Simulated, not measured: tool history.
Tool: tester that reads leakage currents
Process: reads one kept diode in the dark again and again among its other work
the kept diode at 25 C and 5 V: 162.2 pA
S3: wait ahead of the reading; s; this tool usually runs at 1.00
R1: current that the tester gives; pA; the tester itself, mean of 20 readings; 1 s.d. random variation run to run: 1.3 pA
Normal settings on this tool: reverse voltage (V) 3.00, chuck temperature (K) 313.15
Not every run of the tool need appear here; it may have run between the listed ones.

Run 1, hour 0.0: usual settings. Result: R1 441.80 pA.
Run 2, hour 24.4: usual settings. Result: R1 440.12 pA.
Run 3, hour 51.5: usual settings. Result: R1 442.08 pA.
Run 4, hour 64.6: usual settings. Result: R1 441.97 pA.
Run 5, hour 87.6: usual settings but reverse voltage (V) 1.24. Result: R1 273.11 pA.
Run 6, hour 108.5: usual settings but reverse voltage (V) 1.24. Result: R1 275.40 pA.
Run 7, hour 124.2: usual settings but reverse voltage (V) 1.24. Result: R1 274.23 pA.
Run 8, hour 153.8: usual settings. Result: R1 442.81 pA.
Run 9, hour 166.4: usual settings. Result: R1 442.16 pA.
Run 10, hour 192.9: usual settings. Result: R1 441.43 pA.
Run 11, hour 219.4: usual settings. Result: R1 441.98 pA.
Run 12, hour 249.0: usual settings. Result: R1 440.36 pA.
Run 13, hour 275.0: usual settings but S3 9.76 s. Result: R1 441.93 pA.
Run 14, hour 301.3: usual settings but S3 9.76 s. Result: R1 443.12 pA.
Run 15, hour 320.1: usual settings but S3 9.76 s. Result: R1 442.41 pA.
Run 16, hour 335.3: usual settings but S3 9.76 s. Result: R1 441.47 pA.
Run 17, hour 363.0: usual settings but S3 9.76 s. Result: R1 443.26 pA.
Run 18, hour 383.3: usual settings but S3 9.76 s. Result: R1 445.50 pA.
Run 19, hour 401.1: usual settings. Result: R1 443.70 pA.
Run 20, hour 423.0: usual settings. Result: R1 445.01 pA.
Run 21, hour 450.4: usual settings but chuck temperature (K) 327.15. Result: R1 1256.81 pA.
Run 22, hour 473.7: usual settings but reverse voltage (V) 13.16, chuck temperature (K) 295.15, S3 2.15 s. Result: R1 238.71 pA.
Run 23, hour 491.1: usual settings but reverse voltage (V) 13.16, chuck temperature (K) 295.15, S3 2.15 s. Result: R1 223.42 pA.
Run 24, hour 511.0: usual settings but reverse voltage (V) 13.16, chuck temperature (K) 295.15, S3 2.15 s. Result: R1 223.03 pA.
Run 25, hour 536.4: usual settings but reverse voltage (V) 5.18, chuck temperature (K) 322.15. Result: R1 1161.33 pA.
Run 26, hour 565.4: usual settings but reverse voltage (V) 12.75. Result: R1 965.08 pA.
Run 27, hour 581.8: usual settings but reverse voltage (V) 1.83. Result: R1 338.85 pA.
Run 28, hour 598.9: usual settings but reverse voltage (V) 1.83, chuck temperature (K) 300.15. Result: R1 118.21 pA.
Run 29, hour 625.2: usual settings but reverse voltage (V) 10.79, chuck temperature (K) 315.15, S3 0.94 s. Result: R1 1029.41 pA.
Run 30, hour 643.3: usual settings but reverse voltage (V) 7.85, chuck temperature (K) 329.15, S3 0.70 s. Result: R1 2435.91 pA.
Run 31, hour 671.0: usual settings but reverse voltage (V) 7.85, chuck temperature (K) 329.15, S3 4.85 s. Result: R1 2423.79 pA.
Run 32, hour 686.4: usual settings but reverse voltage (V) 7.85, chuck temperature (K) 329.15, S3 4.85 s. Result: R1 2420.36 pA.
Run 33, hour 707.9: usual settings but reverse voltage (V) 7.85, chuck temperature (K) 329.15, S3 5.56 s. Result: R1 2423.10 pA.
Run 34, hour 734.4: usual settings but reverse voltage (V) 5.87, chuck temperature (K) 293.15, S3 0.77 s. Result: R1 122.83 pA.
Run 35, hour 753.8: usual settings but reverse voltage (V) 5.87, chuck temperature (K) 293.15, S3 0.45 s. Result: R1 125.04 pA.
Run 36, hour 782.2: usual settings but reverse voltage (V) 1.62, S3 3.60 s. Result: R1 320.01 pA.
Run 37, hour 795.9: usual settings but reverse voltage (V) 10.13, chuck temperature (K) 296.15, S3 4.23 s. Result: R1 212.11 pA.
Run 38, hour 808.5: usual settings but reverse voltage (V) 1.35, chuck temperature (K) 317.15, S3 0.44 s. Result: R1 396.29 pA.
Run 39, hour 831.0: usual settings but reverse voltage (V) 1.35, chuck temperature (K) 317.15, S3 0.44 s. Result: R1 391.81 pA.
Run 40, hour 852.1: usual settings but reverse voltage (V) 13.92, chuck temperature (K) 311.15, S3 6.72 s. Result: R1 863.73 pA.
Run 41, hour 874.7: usual settings but reverse voltage (V) 13.92, chuck temperature (K) 294.15, S3 5.97 s. Result: R1 211.43 pA.

Withheld: 2 entries from between the runs. Position of each, and hidden state at the listed run before versus the listed run after:
Logged between run 17 and run 18: probe card cleaned and baked (hour 367.3)
  stray current of the dirty probe card, pA a volt: 1.059 -> 1.271
  difference, measured minus the result without the unlogged condition, R1: +19.74 -> +20.55 pA
Logged between run 22 and run 23: probe card cleaned and baked, once more (hour 483.6)
  stray current of the dirty probe card, pA a volt: 1.297 -> 0.024; true chuck temperature over the reading, C: 0.54 -> 0.55
  difference, measured minus the result without the unlogged condition, R1: +26.56 -> +9.98 pA
